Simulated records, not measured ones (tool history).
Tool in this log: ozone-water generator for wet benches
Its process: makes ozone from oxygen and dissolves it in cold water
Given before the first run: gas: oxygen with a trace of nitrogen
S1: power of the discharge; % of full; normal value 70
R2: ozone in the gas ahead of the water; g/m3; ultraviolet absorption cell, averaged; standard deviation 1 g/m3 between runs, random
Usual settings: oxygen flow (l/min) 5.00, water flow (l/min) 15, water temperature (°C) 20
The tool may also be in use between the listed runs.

{"run": 1, "hour": 0.0, "S1": 70, "oxygen flow (l/min)": 5.0, "water flow (l/min)": 15, "water temperature (°C)": 20, "dissolved ozone (ppm)": 13.8, "R2": 157.9}
{"run": 2, "hour": 26.1, "S1": 70, "oxygen flow (l/min)": 5.0, "water flow (l/min)": 15, "water temperature (°C)": 20, "dissolved ozone (ppm)": 14.0, "R2": 159.5}
{"run": 3, "hour": 46.6, "S1": 70, "oxygen flow (l/min)": 5.0, "water flow (l/min)": 15, "water temperature (°C)": 20, "dissolved ozone (ppm)": 13.5, "R2": 158.8}
{"run": 4, "hour": 67.9, "S1": 70, "oxygen flow (l/min)": 5.0, "water flow (l/min)": 15, "water temperature (°C)": 20, "dissolved ozone (ppm)": 13.9, "R2": 160.3}
{"run": 5, "hour": 93.6, "S1": 70, "oxygen flow (l/min)": 5.0, "water flow (l/min)": 15, "water temperature (°C)": 20, "dissolved ozone (ppm)": 13.7, "R2": 157.2}
{"run": 6, "hour": 133.0, "S1": 70, "oxygen flow (l/min)": 5.0, "water flow (l/min)": 15, "water temperature (°C)": 20, "dissolved ozone (ppm)": 13.4, "R2": 159.8}
{"run": 7, "hour": 167.4, "S1": 70, "oxygen flow (l/min)": 5.0, "water flow (l/min)": 15, "water temperature (°C)": 20, "dissolved ozone (ppm)": 13.7, "R2": 159.5}
{"run": 8, "hour": 207.0, "S1": 70, "oxygen flow (l/min)": 5.0, "water flow (l/min)": 15, "water temperature (°C)": 20, "dissolved ozone (ppm)": 13.7, "R2": 158.4}
{"run": 9, "hour": 243.0, "S1": 70, "oxygen flow (l/min)": 3.68, "water flow (l/min)": 15, "water temperature (°C)": 20, "dissolved ozone (ppm)": 13.4, "R2": 179.7}
{"run": 10, "hour": 285.7, "S1": 70, "oxygen flow (l/min)": 4.83, "water flow (l/min)": 15, "water temperature (°C)": 20, "dissolved ozone (ppm)": 13.6, "R2": 158.7}
{"run": 11, "hour": 314.1, "S1": 70, "oxygen flow (l/min)": 4.83, "water flow (l/min)": 15, "water temperature (°C)": 20, "dissolved ozone (ppm)": 13.3, "R2": 159.9}
{"run": 12, "hour": 339.4, "S1": 70, "oxygen flow (l/min)": 5.0, "water flow (l/min)": 15, "water temperature (°C)": 20, "dissolved ozone (ppm)": 13.5, "R2": 157.6}
{"run": 13, "hour": 362.5, "S1": 70, "oxygen flow (l/min)": 5.0, "water flow (l/min)": 15, "water temperature (°C)": 20, "dissolved ozone (ppm)": 13.2, "R2": 157.9}
{"run": 14, "hour": 392.5, "S1": 87, "oxygen flow (l/min)": 5.0, "water flow (l/min)": 15, "water temperature (°C)": 20, "dissolved ozone (ppm)": 15.1, "R2": 176.2}
{"run": 15, "hour": 424.9, "S1": 87, "oxygen flow (l/min)": 5.0, "water flow (l/min)": 15, "water temperature (°C)": 20, "dissolved ozone (ppm)": 15.1, "R2": 174.9}
{"run": 16, "hour": 452.7, "S1": 87, "oxygen flow (l/min)": 5.0, "water flow (l/min)": 15, "water temperature (°C)": 20, "dissolved ozone (ppm)": 14.8, "R2": 174.7}
{"run": 17, "hour": 475.5, "S1": 70, "oxygen flow (l/min)": 4.74, "water flow (l/min)": 23, "water temperature (°C)": 26, "dissolved ozone (ppm)": 8.3, "R2": 160.5}
{"run": 18, "hour": 497.9, "S1": 76, "oxygen flow (l/min)": 3.02, "water flow (l/min)": 14, "water temperature (°C)": 22, "dissolved ozone (ppm)": 13.7, "R2": 203.5}
{"run": 19, "hour": 538.4, "S1": 70, "oxygen flow (l/min)": 5.0, "water flow (l/min)": 19, "water temperature (°C)": 20, "dissolved ozone (ppm)": 10.7, "R2": 154.3}
{"run": 20, "hour": 574.5, "S1": 83, "oxygen flow (l/min)": 8.37, "water flow (l/min)": 20, "water temperature (°C)": 14, "dissolved ozone (ppm)": 12.5, "R2": 133.0}
{"run": 21, "hour": 606.5, "S1": 83, "oxygen flow (l/min)": 8.37, "water flow (l/min)": 20, "water temperature (°C)": 14, "dissolved ozone (ppm)": 12.4, "R2": 134.5}
{"run": 22, "hour": 636.6, "S1": 76, "oxygen flow (l/min)": 7.24, "water flow (l/min)": 21, "water temperature (°C)": 14, "dissolved ozone (ppm)": 11.5, "R2": 136.5}
{"run": 23, "hour": 667.2, "S1": 76, "oxygen flow (l/min)": 7.24, "water flow (l/min)": 21, "water temperature (°C)": 14, "dissolved ozone (ppm)": 11.4, "R2": 136.7}
{"run": 24, "hour": 703.5, "S1": 61, "oxygen flow (l/min)": 7.24, "water flow (l/min)": 21, "water temperature (°C)": 13, "dissolved ozone (ppm)": 10.3, "R2": 120.1}
{"run": 25, "hour": 728.2, "S1": 70, "oxygen flow (l/min)": 8.25, "water flow (l/min)": 13, "water temperature (°C)": 22, "dissolved ozone (ppm)": 13.4, "R2": 122.4}
{"run": 26, "hour": 760.9, "S1": 41, "oxygen flow (l/min)": 2.81, "water flow (l/min)": 13, "water temperature (°C)": 22, "dissolved ozone (ppm)": 10.3, "R2": 148.8}
{"run": 27, "hour": 807.4, "S1": 70, "oxygen flow (l/min)": 6.74, "water flow (l/min)": 15, "water temperature (°C)": 17, "dissolved ozone (ppm)": 13.7, "R2": 133.6}
{"run": 28, "hour": 852.2, "S1": 70, "oxygen flow (l/min)": 6.74, "water flow (l/min)": 15, "water temperature (°C)": 17, "dissolved ozone (ppm)": 13.5, "R2": 133.2}
{"run": 29, "hour": 898.3, "S1": 70, "oxygen flow (l/min)": 6.74, "water flow (l/min)": 15, "water temperature (°C)": 17, "dissolved ozone (ppm)": 13.5, "R2": 130.7}
{"run": 30, "hour": 930.3, "S1": 70, "oxygen flow (l/min)": 4.8, "water flow (l/min)": 15, "water temperature (°C)": 17, "dissolved ozone (ppm)": 13.5, "R2": 154.6}
{"run": 31, "hour": 968.4, "S1": 92, "oxygen flow (l/min)": 4.8, "water flow (l/min)": 15, "water temperature (°C)": 17, "dissolved ozone (ppm)": 15.4, "R2": 176.4}
{"run": 32, "hour": 1015.0, "S1": 69, "oxygen flow (l/min)": 4.8, "water flow (l/min)": 12, "water temperature (°C)": 26, "dissolved ozone (ppm)": 13.4, "R2": 152.4}

Consider 3 possible next runs. They are alternatives, not a sequence: every one starts from the tool as it was left by run 32. What does each give?
{"run": "A", "hour": 1049.1, "S1": 70, "oxygen flow (l/min)": 3.11, "water flow (l/min)": 15, "water temperature (°C)": 20, "dissolved ozone (ppm)": "?", "R2": "?"}
{"run": "B", "hour": 1049.1, "S1": 70, "oxygen flow (l/min)": 5.51, "water flow (l/min)": 15, "water temperature (°C)": 20, "dissolved ozone (ppm)": "?", "R2": "?"}
{"run": "C", "hour": 1049.1, "S1": 72, "oxygen flow (l/min)": 3.15, "water flow (l/min)": 11, "water temperature (°C)": 26, "dissolved ozone (ppm)": "?", "R2": "?"}

run=A dissolved_ozone_(ppm)=12.2 R2=185.5
run=B dissolved_ozone_(ppm)=12.7 R2=144.1
run=C dissolved_ozone_(ppm)=14.9 R2=188.6
What these runs would have given with no unlogged condition in the tool:
run=A dissolved_ozone_(ppm)=15.4 R2=217.2
run=B dissolved_ozone_(ppm)=16.1 R2=168.6
run=C dissolved_ozone_(ppm)=18.9 R2=221.3

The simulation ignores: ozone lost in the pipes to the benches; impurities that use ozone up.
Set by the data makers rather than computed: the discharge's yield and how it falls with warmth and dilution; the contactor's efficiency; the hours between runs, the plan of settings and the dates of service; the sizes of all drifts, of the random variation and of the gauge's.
